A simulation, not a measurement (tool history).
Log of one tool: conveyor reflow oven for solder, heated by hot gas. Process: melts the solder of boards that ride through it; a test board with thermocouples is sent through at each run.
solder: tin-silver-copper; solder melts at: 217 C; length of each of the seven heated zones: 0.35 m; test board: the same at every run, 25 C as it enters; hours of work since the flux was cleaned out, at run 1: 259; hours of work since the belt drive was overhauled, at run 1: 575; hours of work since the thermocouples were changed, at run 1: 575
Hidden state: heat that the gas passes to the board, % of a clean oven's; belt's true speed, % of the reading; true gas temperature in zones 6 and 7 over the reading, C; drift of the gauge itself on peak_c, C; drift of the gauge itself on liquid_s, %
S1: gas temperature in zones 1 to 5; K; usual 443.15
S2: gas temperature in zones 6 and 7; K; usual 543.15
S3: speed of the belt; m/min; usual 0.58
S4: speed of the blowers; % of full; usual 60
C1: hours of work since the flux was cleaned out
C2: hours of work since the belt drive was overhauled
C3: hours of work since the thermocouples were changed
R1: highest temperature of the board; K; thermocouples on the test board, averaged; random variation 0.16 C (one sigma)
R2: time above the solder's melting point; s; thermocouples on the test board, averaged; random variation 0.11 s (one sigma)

run	day	S1	S2	S3	S4	C1	C2	C3	R1	R2
1	0	443.15	543.15	0.58	60	259	575	575	524.05	51.7
2	1.438	443.15	543.15	0.58	60	275	591	591	524.05	51.6
3	3.075	443.15	543.15	0.58	60	294	610	610	523.65	52
4	4.992	443.15	543.15	0.58	60	316	632	632	523.55	51.4
5	6.442	443.15	543.15	0.58	60	332	649	649	523.85	51.6
6	7.75	443.15	543.15	0.58	60	347	664	664	523.85	51.5
# day 8.688: flux residue cleaned out of gas plates and filters
7	9.738	443.15	543.15	0.58	60	12	684	684	524.65	52.7
8	11.067	443.15	543.15	0.58	60	27	699	699	524.85	52.7
9	13.242	443.15	543.15	0.58	60	52	724	724	524.65	52.7
10	15.692	443.15	543.15	0.58	60	80	752	752	524.35	52.5
11	16.792	443.15	545.15	0.58	85	93	765	765	531.35	58.1
12	18.317	428.15	549.15	0.58	60	110	782	782	527.05	49.6
13	20.742	432.15	543.15	0.606	70	138	810	810	523.05	46.3
14	22.117	432.15	543.15	0.606	70	154	825	825	523.15	46.3

Forecast run 15:
15	24.304	434.15	546.15	0.58	60	179	850	850	?	?

{"run 15": {"R1": 524.95, "R2": 50.1}}
Without the tool's hidden state the same run would have given R1 526.35 K, R2 50.6 s.
